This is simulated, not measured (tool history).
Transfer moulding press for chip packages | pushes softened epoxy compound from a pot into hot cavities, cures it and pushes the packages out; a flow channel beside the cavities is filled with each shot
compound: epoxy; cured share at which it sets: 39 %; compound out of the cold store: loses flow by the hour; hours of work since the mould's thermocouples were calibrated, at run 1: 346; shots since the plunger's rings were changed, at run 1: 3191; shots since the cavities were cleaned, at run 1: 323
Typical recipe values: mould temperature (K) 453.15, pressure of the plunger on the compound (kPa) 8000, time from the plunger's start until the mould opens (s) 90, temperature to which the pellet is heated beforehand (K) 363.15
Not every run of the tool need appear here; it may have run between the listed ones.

run,day,mould temperature (K),pressure of the plunger on the compound (kPa),time from the plunger's start until the mould opens (s),temperature to which the pellet is heated beforehand (K),hours of work since the mould's thermocouples were calibrated,shots since the plunger's rings were changed,shots since the cavities were cleaned,incoming compound's hours out of the cold store,length that the compound runs in the flow channel (mm),greatest force on the pins that push the packages out (N)
1,0.000,453.15,8000,90,363.15,346,3191,323,30.2,697,521
# day 0.517: plunger's sealing rings changed
2,0.954,453.15,8000,90,363.15,354,81,480,31.9,717,578
3,2.008,447.15,8000,90,363.15,365,274,673,37.5,725,742
4,2.546,453.15,8000,93,363.15,370,372,771,9.7,777,633
# day 2.658: cavities cleaned with cleaning compound and waxed
5,3.333,453.15,8000,82,363.15,378,505,123,10.2,776,469
6,3.946,453.15,8000,90,363.15,384,617,235,18.9,743,474
7,4.508,453.15,8000,90,367.15,389,721,339,10.1,765,524
8,5.108,455.15,8000,90,363.15,395,831,449,16.6,745,560
9,5.600,455.15,8000,90,363.15,400,920,538,14.4,751,580
10,6.462,455.15,8000,90,366.15,409,1079,697,30.9,709,582
# day 7.000: cavities cleaned with cleaning compound and waxed
11,7.412,455.15,8000,90,366.15,418,1242,76,27.6,715,399
12,7.996,455.15,8000,90,366.15,423,1348,182,43.3,670,441
13,8.971,455.15,8000,90,366.15,433,1527,361,28.8,711,508
14,9.517,455.15,8000,90,366.15,439,1628,462,13.4,743,557
15,10.121,455.15,8000,90,366.15,445,1738,572,43.8,664,566
16,10.733,455.15,8000,77,356.15,451,1850,684,31.9,697,675
# day 11.350: cavities cleaned with cleaning compound and waxed
17,11.621,453.15,8000,76,363.15,459,2002,50,30.3,704,446
18,12.708,453.15,8000,76,363.15,470,2201,249,37.6,689,555
19,13.342,448.15,6590,90,363.15,476,2318,366,31.9,646,607
20,14.158,448.15,8260,85,358.15,484,2467,515,10.7,783,738
21,14.738,454.15,8260,129,358.15,490,2574,622,20.9,730,557
# day 15.733: cavities cleaned with cleaning compound and waxed
22,15.879,454.15,8260,129,358.15,501,2771,27,20.3,727,344
23,16.725,454.15,8260,129,354.15,509,2927,183,8.4,758,433

Run 24 has not been measured yet. What should we expect?
24,17.321,448.15,8000,90,363.15,515,3036,292,8.0,?,?

Logged for run 24: length that the compound runs in the flow channel (mm) 767, greatest force on the pins that push the packages out (N) 591.
If the tool had no hidden condition, the same run with the same run-to-run variation would have returned length that the compound runs in the flow channel (mm) 801, greatest force on the pins that push the packages out (N) 433.
